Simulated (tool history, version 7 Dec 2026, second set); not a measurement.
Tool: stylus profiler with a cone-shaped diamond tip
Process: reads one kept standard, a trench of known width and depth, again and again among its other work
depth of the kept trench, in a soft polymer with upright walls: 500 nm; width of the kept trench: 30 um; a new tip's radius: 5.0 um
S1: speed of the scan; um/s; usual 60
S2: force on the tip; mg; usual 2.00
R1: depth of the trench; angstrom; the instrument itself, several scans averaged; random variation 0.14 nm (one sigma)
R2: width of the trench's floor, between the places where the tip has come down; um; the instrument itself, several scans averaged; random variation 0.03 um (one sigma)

Run 1, day 0.000: usual settings. Result: R1 5040.5 angstrom, R2 25.49 um.
Run 2, day 0.667: usual settings. Result: R1 5043.5 angstrom, R2 25.44 um.
Run 3, day 1.171: usual settings. Result: R1 5041.8 angstrom, R2 25.50 um.
Run 4, day 1.750: usual settings but S2 4.25 mg. Result: R1 5068.6 angstrom, R2 25.50 um.
Run 5, day 2.096: usual settings but S1 105 um/s. Result: R1 5042.5 angstrom, R2 25.31 um.
Run 6, day 2.754: usual settings but S1 105 um/s. Result: R1 5041.8 angstrom, R2 25.37 um.
Run 7, day 3.317: usual settings but S1 105 um/s. Result: R1 5044.0 angstrom, R2 25.32 um.
Run 8, day 3.838: usual settings but S1 95 um/s. Result: R1 5041.9 angstrom, R2 25.34 um.
Run 9, day 4.267: usual settings but S1 95 um/s. Result: R1 5040.8 angstrom, R2 25.35 um.
Run 10, day 4.617: usual settings but S1 41 um/s. Result: R1 5041.2 angstrom, R2 25.51 um.
Run 11, day 5.038: usual settings but S1 41 um/s. Result: R1 5043.1 angstrom, R2 25.50 um.
Run 12, day 5.429: usual settings but S1 38 um/s, S2 2.41 mg. Result: R1 5047.4 angstrom, R2 25.54 um.
Run 13, day 5.975: usual settings but S1 38 um/s, S2 2.41 mg. Result: R1 5046.7 angstrom, R2 25.54 um.
Run 14, day 6.333: usual settings but S1 38 um/s, S2 2.41 mg. Result: R1 5046.6 angstrom, R2 25.58 um.
Run 15, day 6.904: usual settings but S1 38 um/s, S2 2.41 mg. Result: R1 5048.0 angstrom, R2 25.50 um.
Run 16, day 7.567: usual settings but S1 38 um/s, S2 2.41 mg. Result: R1 5048.9 angstrom, R2 25.52 um.
Run 17, day 7.925: usual settings but S2 5.00 mg. Result: R1 5076.7 angstrom, R2 25.57 um.
Run 18, day 8.517: usual settings but S1 121 um/s, S2 2.03 mg. Result: R1 5042.8 angstrom, R2 25.27 um.
Run 19, day 9.029: usual settings but S1 121 um/s, S2 2.03 mg. Result: R1 5040.5 angstrom, R2 25.25 um.

Forecast each of these 3 alternatives for the next run:
Run A, day 9.721: usual settings but S1 215 um/s, S2 1.08 mg. Result: R1 ?, R2 ?.
Run B, day 9.721: usual settings but S1 71 um/s. Result: R1 ?, R2 ?.
Run C, day 9.721: usual settings but S1 50 um/s, S2 2.24 mg. Result: R1 ?, R2 ?.

run      R1     R2
  A  5027.8  24.80
  B  5043.7  25.38
  C  5044.4  25.52
Without the tool's hidden state the same runs would have given:
run      R1     R2
  A  5027.7  24.80
  B  5043.7  25.38
  C  5044.3  25.52
